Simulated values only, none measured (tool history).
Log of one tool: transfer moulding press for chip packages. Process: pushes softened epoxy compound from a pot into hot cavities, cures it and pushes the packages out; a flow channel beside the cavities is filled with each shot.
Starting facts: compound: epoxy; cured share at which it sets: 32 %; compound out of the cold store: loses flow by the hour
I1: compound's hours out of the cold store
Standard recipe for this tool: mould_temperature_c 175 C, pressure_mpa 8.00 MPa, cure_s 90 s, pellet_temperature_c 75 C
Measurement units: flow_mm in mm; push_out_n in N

{"run": 1, "day": 0.0, "mould_temperature_c": 175, "pressure_mpa": 8.0, "cure_s": 90, "pellet_temperature_c": 75, "I1": 29.3, "flow_mm": 913, "push_out_n": 358}
{"run": 2, "day": 0.367, "mould_temperature_c": 175, "pressure_mpa": 8.0, "cure_s": 90, "pellet_temperature_c": 75, "I1": 16.8, "flow_mm": 976, "push_out_n": 386}
{"run": 3, "day": 0.688, "mould_temperature_c": 175, "pressure_mpa": 8.0, "cure_s": 90, "pellet_temperature_c": 75, "I1": 46.5, "flow_mm": 835, "push_out_n": 426}
{"run": 4, "day": 0.933, "mould_temperature_c": 175, "pressure_mpa": 8.0, "cure_s": 90, "pellet_temperature_c": 75, "I1": 14.8, "flow_mm": 994, "push_out_n": 424}
{"run": 5, "day": 1.262, "mould_temperature_c": 175, "pressure_mpa": 8.0, "cure_s": 90, "pellet_temperature_c": 75, "I1": 25.6, "flow_mm": 937, "push_out_n": 455}
{"run": 6, "day": 1.679, "mould_temperature_c": 175, "pressure_mpa": 8.0, "cure_s": 90, "pellet_temperature_c": 75, "I1": 27.7, "flow_mm": 917, "push_out_n": 476}
{"run": 7, "day": 2.171, "mould_temperature_c": 175, "pressure_mpa": 6.87, "cure_s": 90, "pellet_temperature_c": 75, "I1": 25.9, "flow_mm": 850, "push_out_n": 470}
{"run": 8, "day": 2.567, "mould_temperature_c": 175, "pressure_mpa": 6.87, "cure_s": 90, "pellet_temperature_c": 75, "I1": 9.3, "flow_mm": 928, "push_out_n": 500}
{"day": 2.738, "done": "cavities cleaned with cleaning compound and waxed"}
{"run": 9, "day": 3.088, "mould_temperature_c": 175, "pressure_mpa": 8.0, "cure_s": 121, "pellet_temperature_c": 75, "I1": 9.3, "flow_mm": 1016, "push_out_n": 277}
{"run": 10, "day": 3.438, "mould_temperature_c": 175, "pressure_mpa": 8.0, "cure_s": 121, "pellet_temperature_c": 75, "I1": 43.9, "flow_mm": 837, "push_out_n": 303}
{"run": 11, "day": 3.746, "mould_temperature_c": 175, "pressure_mpa": 8.0, "cure_s": 121, "pellet_temperature_c": 75, "I1": 19.5, "flow_mm": 950, "push_out_n": 326}
{"run": 12, "day": 4.138, "mould_temperature_c": 175, "pressure_mpa": 8.0, "cure_s": 109, "pellet_temperature_c": 75, "I1": 15.3, "flow_mm": 972, "push_out_n": 366}
{"run": 13, "day": 4.575, "mould_temperature_c": 175, "pressure_mpa": 6.24, "cure_s": 109, "pellet_temperature_c": 75, "I1": 42.8, "flow_mm": 737, "push_out_n": 394}
{"run": 14, "day": 4.862, "mould_temperature_c": 175, "pressure_mpa": 6.24, "cure_s": 109, "pellet_temperature_c": 75, "I1": 43.7, "flow_mm": 733, "push_out_n": 401}
{"run": 15, "day": 5.304, "mould_temperature_c": 175, "pressure_mpa": 9.27, "cure_s": 107, "pellet_temperature_c": 75, "I1": 30.8, "flow_mm": 958, "push_out_n": 431}
{"run": 16, "day": 5.704, "mould_temperature_c": 175, "pressure_mpa": 7.07, "cure_s": 90, "pellet_temperature_c": 75, "I1": 37.6, "flow_mm": 798, "push_out_n": 454}
{"run": 17, "day": 6.021, "mould_temperature_c": 177, "pressure_mpa": 7.07, "cure_s": 89, "pellet_temperature_c": 75, "I1": 22.7, "flow_mm": 872, "push_out_n": 478}
{"run": 18, "day": 6.371, "mould_temperature_c": 175, "pressure_mpa": 8.16, "cure_s": 90, "pellet_temperature_c": 83, "I1": 34.6, "flow_mm": 872, "push_out_n": 471}
{"day": 6.579, "done": "cavities cleaned with cleaning compound and waxed"}
{"run": 19, "day": 6.883, "mould_temperature_c": 175, "pressure_mpa": 8.76, "cure_s": 84, "pellet_temperature_c": 75, "I1": 19.1, "flow_mm": 994, "push_out_n": 287}
{"run": 20, "day": 7.338, "mould_temperature_c": 170, "pressure_mpa": 8.61, "cure_s": 102, "pellet_temperature_c": 68, "I1": 32.6, "flow_mm": 921, "push_out_n": 345}
{"run": 21, "day": 7.796, "mould_temperature_c": 170, "pressure_mpa": 8.61, "cure_s": 102, "pellet_temperature_c": 81, "I1": 10.8, "flow_mm": 1038, "push_out_n": 417}
{"run": 22, "day": 8.092, "mould_temperature_c": 175, "pressure_mpa": 8.27, "cure_s": 84, "pellet_temperature_c": 75, "I1": 16.4, "flow_mm": 957, "push_out_n": 417}
{"run": 23, "day": 8.538, "mould_temperature_c": 175, "pressure_mpa": 8.27, "cure_s": 84, "pellet_temperature_c": 75, "I1": 19.8, "flow_mm": 951, "push_out_n": 455}
{"run": 24, "day": 8.846, "mould_temperature_c": 171, "pressure_mpa": 6.88, "cure_s": 112, "pellet_temperature_c": 75, "I1": 31.7, "flow_mm": 811, "push_out_n": 418}
{"run": 25, "day": 9.217, "mould_temperature_c": 171, "pressure_mpa": 6.88, "cure_s": 112, "pellet_temperature_c": 75, "I1": 20.9, "flow_mm": 864, "push_out_n": 453}
{"run": 26, "day": 9.546, "mould_temperature_c": 182, "pressure_mpa": 9.91, "cure_s": 112, "pellet_temperature_c": 76, "I1": 29.5, "flow_mm": 951, "push_out_n": 446}
{"run": 27, "day": 10.021, "mould_temperature_c": 168, "pressure_mpa": 9.91, "cure_s": 112, "pellet_temperature_c": 77, "I1": 43.9, "flow_mm": 917, "push_out_n": 515}

5 ways to go on from here, each from the tool as it stands after run 27. What would each give?
{"run": "A", "day": 10.242, "mould_temperature_c": 181, "pressure_mpa": 9.91, "cure_s": 112, "pellet_temperature_c": 77, "I1": 19.5, "flow_mm": "?", "push_out_n": "?"}
{"run": "B", "day": 10.242, "mould_temperature_c": 167, "pressure_mpa": 8.0, "cure_s": 128, "pellet_temperature_c": 75, "I1": 22.4, "flow_mm": "?", "push_out_n": "?"}
{"run": "C", "day": 10.242, "mould_temperature_c": 176, "pressure_mpa": 6.9, "cure_s": 112, "pellet_temperature_c": 73, "I1": 23.8, "flow_mm": "?", "push_out_n": "?"}
{"run": "D", "day": 10.242, "mould_temperature_c": 177, "pressure_mpa": 8.15, "cure_s": 98, "pellet_temperature_c": 75, "I1": 47.3, "flow_mm": "?", "push_out_n": "?"}
{"run": "E", "day": 10.242, "mould_temperature_c": 173, "pressure_mpa": 7.55, "cure_s": 94, "pellet_temperature_c": 77, "I1": 20.0, "flow_mm": "?", "push_out_n": "?"}

run=A flow_mm=1015 push_out_n=436
run=B flow_mm=936 push_out_n=471
run=C flow_mm=834 push_out_n=460
run=D flow_mm=805 push_out_n=474
run=E flow_mm=899 push_out_n=490
What these runs would have given with no unlogged condition in the tool:
run=A flow_mm=1083 push_out_n=211
run=B flow_mm=999 push_out_n=236
run=C flow_mm=890 push_out_n=227
run=D flow_mm=859 push_out_n=231
run=E flow_mm=960 push_out_n=245
